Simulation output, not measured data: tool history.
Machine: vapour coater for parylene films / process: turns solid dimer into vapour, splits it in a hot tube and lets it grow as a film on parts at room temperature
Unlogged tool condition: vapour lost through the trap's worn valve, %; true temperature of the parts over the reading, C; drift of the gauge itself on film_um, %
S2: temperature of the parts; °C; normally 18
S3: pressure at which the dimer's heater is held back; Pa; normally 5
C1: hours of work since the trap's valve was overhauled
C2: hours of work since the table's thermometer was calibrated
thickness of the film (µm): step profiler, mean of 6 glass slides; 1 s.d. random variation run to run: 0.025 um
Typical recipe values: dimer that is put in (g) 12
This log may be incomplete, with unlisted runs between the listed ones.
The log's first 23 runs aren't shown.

{"run": 24, "day": 18.004, "dimer that is put in (g)": 12, "S2": 18, "S3": 11.91, "C1": 192, "C2": 622, "thickness of the film (µm)": 1.67}
{"run": 25, "day": 19.054, "dimer that is put in (g)": 12, "S2": 18, "S3": 11.91, "C1": 210, "C2": 640, "thickness of the film (µm)": 1.63}
{"run": 26, "day": 19.504, "dimer that is put in (g)": 10, "S2": 18, "S3": 11.73, "C1": 217, "C2": 647, "thickness of the film (µm)": 1.37}
{"run": 27, "day": 19.954, "dimer that is put in (g)": 5, "S2": 16, "S3": 11.73, "C1": 225, "C2": 655, "thickness of the film (µm)": 0.7}
{"run": 28, "day": 20.892, "dimer that is put in (g)": 12, "S2": 18, "S3": 8.67, "C1": 241, "C2": 671, "thickness of the film (µm)": 1.7}
{"run": 29, "day": 21.379, "dimer that is put in (g)": 12, "S2": 18, "S3": 8.67, "C1": 249, "C2": 679, "thickness of the film (µm)": 1.77}
{"day": 21.933, "done": "trap's valve overhauled"}
{"run": 30, "day": 22.183, "dimer that is put in (g)": 12, "S2": 18, "S3": 8.67, "C1": 4, "C2": 690, "thickness of the film (µm)": 1.78}
{"run": 31, "day": 23.162, "dimer that is put in (g)": 6, "S2": 29, "S3": 2.27, "C1": 21, "C2": 707, "thickness of the film (µm)": 0.88}
{"run": 32, "day": 23.812, "dimer that is put in (g)": 6, "S2": 29, "S3": 2.27, "C1": 32, "C2": 718, "thickness of the film (µm)": 0.91}
{"run": 33, "day": 24.312, "dimer that is put in (g)": 16, "S2": 16, "S3": 2.39, "C1": 40, "C2": 726, "thickness of the film (µm)": 3.11}
{"run": 34, "day": 24.792, "dimer that is put in (g)": 16, "S2": 23, "S3": 4.95, "C1": 49, "C2": 734, "thickness of the film (µm)": 2.39}
{"run": 35, "day": 25.558, "dimer that is put in (g)": 12, "S2": 29, "S3": 2.64, "C1": 62, "C2": 747, "thickness of the film (µm)": 1.74}
{"run": 36, "day": 26.542, "dimer that is put in (g)": 12, "S2": 29, "S3": 2.64, "C1": 78, "C2": 764, "thickness of the film (µm)": 1.8}
{"run": 37, "day": 27.417, "dimer that is put in (g)": 6, "S2": 26, "S3": 5.16, "C1": 93, "C2": 779, "thickness of the film (µm)": 0.82}
{"run": 38, "day": 28.129, "dimer that is put in (g)": 6, "S2": 26, "S3": 5.16, "C1": 105, "C2": 791, "thickness of the film (µm)": 0.83}
{"run": 39, "day": 28.983, "dimer that is put in (g)": 12, "S2": 25, "S3": 6.83, "C1": 120, "C2": 806, "thickness of the film (µm)": 1.59}
{"run": 40, "day": 29.754, "dimer that is put in (g)": 17, "S2": 29, "S3": 4.89, "C1": 133, "C2": 819, "thickness of the film (µm)": 2.2}
{"run": 41, "day": 30.396, "dimer that is put in (g)": 17, "S2": 27, "S3": 7.29, "C1": 144, "C2": 830, "thickness of the film (µm)": 2.13}
{"run": 42, "day": 31.138, "dimer that is put in (g)": 13, "S2": 29, "S3": 7.29, "C1": 156, "C2": 842, "thickness of the film (µm)": 1.59}
{"run": 43, "day": 31.621, "dimer that is put in (g)": 7, "S2": 10, "S3": 3.35, "C1": 165, "C2": 850, "thickness of the film (µm)": 1.37}
{"run": 44, "day": 32.3, "dimer that is put in (g)": 20, "S2": 18, "S3": 9.1, "C1": 176, "C2": 862, "thickness of the film (µm)": 2.91}
{"run": 45, "day": 33.229, "dimer that is put in (g)": 20, "S2": 18, "S3": 3.83, "C1": 192, "C2": 878, "thickness of the film (µm)": 3.42}
{"run": 46, "day": 33.862, "dimer that is put in (g)": 20, "S2": 18, "S3": 3.83, "C1": 203, "C2": 888, "thickness of the film (µm)": 3.37}
{"run": 47, "day": 34.625, "dimer that is put in (g)": 17, "S2": 18, "S3": 5, "C1": 216, "C2": 901, "thickness of the film (µm)": 2.74}
{"run": 48, "day": 35.167, "dimer that is put in (g)": 17, "S2": 18, "S3": 5, "C1": 225, "C2": 911, "thickness of the film (µm)": 2.73}

Branching from run 48: 3 alternative next runs. What would each branch give?
{"run": "A", "day": 35.992, "dimer that is put in (g)": 7, "S2": 21, "S3": 4.49, "C1": 239, "C2": 925, "thickness of the film (µm)": "?"}
{"run": "B", "day": 35.992, "dimer that is put in (g)": 13, "S2": 18, "S3": 4.65, "C1": 239, "C2": 925, "thickness of the film (µm)": "?"}
{"run": "C", "day": 35.992, "dimer that is put in (g)": 17, "S2": 18, "S3": 9.21, "C1": 239, "C2": 925, "thickness of the film (µm)": "?"}

run=A thickness_of_the_film_(µm)=1.07
run=B thickness_of_the_film_(µm)=2.12
run=C thickness_of_the_film_(µm)=2.45
Take away the tool's hidden state, keep each run's random variation, and the runs would have read:
run=A thickness_of_the_film_(µm)=1.07
run=B thickness_of_the_film_(µm)=2.13
run=C thickness_of_the_film_(µm)=2.46

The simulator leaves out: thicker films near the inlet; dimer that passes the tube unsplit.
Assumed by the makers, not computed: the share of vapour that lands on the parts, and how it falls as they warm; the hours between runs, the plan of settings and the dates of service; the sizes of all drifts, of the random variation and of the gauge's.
